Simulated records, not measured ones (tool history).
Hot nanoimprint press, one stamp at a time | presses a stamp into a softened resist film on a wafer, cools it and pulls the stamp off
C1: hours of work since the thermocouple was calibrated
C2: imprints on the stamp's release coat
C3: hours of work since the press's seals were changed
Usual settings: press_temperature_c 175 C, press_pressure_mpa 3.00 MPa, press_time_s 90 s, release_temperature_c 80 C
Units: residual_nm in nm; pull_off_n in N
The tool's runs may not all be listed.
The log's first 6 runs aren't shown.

run 7 hour=262.2 | press_temperature_c=186 press_pressure_mpa=3.00 press_time_s=90 release_temperature_c=80 | C1=78 C2=295 C3=335 | residual_nm=118.9 pull_off_n=157
run 8 hour=290.8 | press_temperature_c=186 press_pressure_mpa=3.00 press_time_s=60 release_temperature_c=80 | C1=93 C2=355 C3=351 | residual_nm=140.7 pull_off_n=157
run 9 hour=332.6 | press_temperature_c=186 press_pressure_mpa=3.00 press_time_s=60 release_temperature_c=72 | C1=117 C2=443 C3=374 | residual_nm=140.0 pull_off_n=185
run 10 hour=376.7 | press_temperature_c=186 press_pressure_mpa=3.00 press_time_s=60 release_temperature_c=72 | C1=141 C2=536 C3=399 | residual_nm=140.4 pull_off_n=182
run 11 hour=401.5 | press_temperature_c=186 press_pressure_mpa=3.00 press_time_s=60 release_temperature_c=72 | C1=155 C2=588 C3=412 | residual_nm=140.2 pull_off_n=183
run 12 hour=424.5 | press_temperature_c=186 press_pressure_mpa=3.00 press_time_s=60 release_temperature_c=72 | C1=168 C2=637 C3=425 | residual_nm=140.1 pull_off_n=182
run 13 hour=458.1 | press_temperature_c=186 press_pressure_mpa=3.00 press_time_s=60 release_temperature_c=72 | C1=186 C2=707 C3=444 | residual_nm=139.8 pull_off_n=188
-- hour=499.5 stamp cleaned and given a new release coat
run 14 hour=505.9 | press_temperature_c=186 press_pressure_mpa=3.00 press_time_s=60 release_temperature_c=72 | C1=210 C2=13 C3=467 | residual_nm=140.1 pull_off_n=173
run 15 hour=544.6 | press_temperature_c=175 press_pressure_mpa=3.00 press_time_s=90 release_temperature_c=80 | C1=231 C2=95 C3=489 | residual_nm=164.5 pull_off_n=147
run 16 hour=589.3 | press_temperature_c=175 press_pressure_mpa=3.00 press_time_s=90 release_temperature_c=80 | C1=256 C2=189 C3=513 | residual_nm=163.9 pull_off_n=153
run 17 hour=612.0 | press_temperature_c=175 press_pressure_mpa=2.21 press_time_s=90 release_temperature_c=80 | C1=268 C2=237 C3=526 | residual_nm=187.2 pull_off_n=152
run 18 hour=662.1 | press_temperature_c=175 press_pressure_mpa=3.00 press_time_s=75 release_temperature_c=80 | C1=296 C2=342 C3=554 | residual_nm=175.1 pull_off_n=157
run 19 hour=708.7 | press_temperature_c=175 press_pressure_mpa=3.00 press_time_s=64 release_temperature_c=65 | C1=322 C2=441 C3=580 | residual_nm=186.7 pull_off_n=198
run 20 hour=741.7 | press_temperature_c=175 press_pressure_mpa=1.99 press_time_s=100 release_temperature_c=80 | C1=340 C2=510 C3=598 | residual_nm=186.6 pull_off_n=157
run 21 hour=763.7 | press_temperature_c=185 press_pressure_mpa=1.81 press_time_s=90 release_temperature_c=80 | C1=353 C2=557 C3=610 | residual_nm=152.3 pull_off_n=160
run 22 hour=789.6 | press_temperature_c=185 press_pressure_mpa=3.37 press_time_s=90 release_temperature_c=80 | C1=367 C2=611 C3=625 | residual_nm=112.4 pull_off_n=157
-- hour=806.3 plate thermocouple calibrated
run 23 hour=816.1 | press_temperature_c=172 press_pressure_mpa=4.27 press_time_s=93 release_temperature_c=80 | C1=5 C2=661 C3=638 | residual_nm=156.4 pull_off_n=160
run 24 hour=858.2 | press_temperature_c=180 press_pressure_mpa=4.27 press_time_s=93 release_temperature_c=82 | C1=29 C2=749 C3=661 | residual_nm=119.7 pull_off_n=158
-- hour=882.0 stamp cleaned and given a new release coat
run 25 hour=912.6 | press_temperature_c=172 press_pressure_mpa=2.84 press_time_s=65 release_temperature_c=83 | C1=56 C2=64 C3=688 | residual_nm=211.3 pull_off_n=144
run 26 hour=934.9 | press_temperature_c=175 press_pressure_mpa=2.34 press_time_s=90 release_temperature_c=79 | C1=68 C2=111 C3=700 | residual_nm=185.5 pull_off_n=150
run 27 hour=967.1 | press_temperature_c=173 press_pressure_mpa=3.42 press_time_s=90 release_temperature_c=79 | C1=86 C2=179 C3=718 | residual_nm=167.4 pull_off_n=156
run 28 hour=1012.3 | press_temperature_c=178 press_pressure_mpa=4.15 press_time_s=96 release_temperature_c=79 | C1=111 C2=274 C3=743 | residual_nm=127.2 pull_off_n=155
run 29 hour=1048.1 | press_temperature_c=178 press_pressure_mpa=4.15 press_time_s=96 release_temperature_c=79 | C1=131 C2=350 C3=763 | residual_nm=127.1 pull_off_n=159
run 30 hour=1086.0 | press_temperature_c=175 press_pressure_mpa=3.05 press_time_s=90 release_temperature_c=76 | C1=152 C2=430 C3=784 | residual_nm=164.6 pull_off_n=171

3 ways to go on from here, each from the tool as it stands after run 30. What would each give?
run A hour=1131.5 | press_temperature_c=178 press_pressure_mpa=3.00 press_time_s=89 release_temperature_c=81 | C1=177 C2=526 C3=809 | residual_nm=? pull_off_n=?
run B hour=1131.5 | press_temperature_c=169 press_pressure_mpa=3.05 press_time_s=90 release_temperature_c=76 | C1=177 C2=526 C3=809 | residual_nm=? pull_off_n=?
run C hour=1131.5 | press_temperature_c=181 press_pressure_mpa=3.05 press_time_s=90 release_temperature_c=76 | C1=177 C2=526 C3=809 | residual_nm=? pull_off_n=?

run=A residual_nm=152.2 pull_off_n=156
run=B residual_nm=197.7 pull_off_n=175
run=C residual_nm=136.5 pull_off_n=168
Without the tool's hidden state the same runs would have given:
run=A residual_nm=151.5 pull_off_n=148
run=B residual_nm=197.3 pull_off_n=165
run=C residual_nm=135.8 pull_off_n=158
